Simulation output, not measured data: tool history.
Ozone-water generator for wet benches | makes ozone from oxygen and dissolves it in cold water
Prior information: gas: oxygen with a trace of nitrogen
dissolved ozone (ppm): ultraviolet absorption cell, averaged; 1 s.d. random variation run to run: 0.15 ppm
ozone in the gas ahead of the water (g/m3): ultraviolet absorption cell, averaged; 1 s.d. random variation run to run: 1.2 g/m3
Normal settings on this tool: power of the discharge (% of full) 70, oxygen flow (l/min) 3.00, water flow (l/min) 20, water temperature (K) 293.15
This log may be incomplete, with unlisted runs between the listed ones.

run,hour,power of the discharge (% of full),oxygen flow (l/min),water flow (l/min),water temperature (K),dissolved ozone (ppm),ozone in the gas ahead of the water (g/m3)
1,0.0,70,3.00,20,293.15,17.0,218.0
2,30.4,70,3.00,20,293.15,16.8,218.4
3,69.7,70,3.00,20,293.15,16.8,219.3
4,115.0,70,3.00,13,293.15,23.4,219.2
5,145.6,70,3.00,13,293.15,23.3,218.7
6,167.9,70,3.00,13,293.15,23.4,216.7
7,206.0,70,3.00,13,293.15,23.5,217.8
8,234.2,70,3.00,20,293.15,17.1,217.5
9,279.1,70,3.00,20,293.15,16.8,215.1
10,298.0,70,3.00,20,293.15,16.9,217.8
11,343.4,70,3.00,20,293.15,17.0,215.8
12,368.2,70,3.00,20,293.15,16.7,217.8
13,401.0,70,5.36,30,293.15,13.8,171.9
14,440.4,70,5.36,30,293.15,13.5,172.9
15,481.0,91,3.91,17,293.15,22.6,222.0
16,523.2,70,3.00,18,293.15,18.3,216.9
17,547.2,79,4.17,25,293.15,16.1,202.8

Some steps in dissolved ozone (ppm), run to run, broken into two amounts with sign: the step expected even without the hidden condition (settings, incoming material, random variation), and the rest, left for the hidden condition together with whatever gauge scatter is not in both the measured and the hidden-condition-free result:
What the log doesn't record here: yield of the discharge, % of new electrodes'; contactor's efficiency, % of a clean one's; true water temperature over the reading, C; drift of the gauge itself on ozone_ppm, %; drift of the gauge itself on gas_g_m3, %.
Run 14 -> 15: power of the discharge (% of full) 70 -> 91, oxygen flow (l/min) 5.36 -> 3.91, water flow (l/min) 30 -> 17. dissolved ozone (ppm) +9.1: hidden state -0.8, all else +9.9.
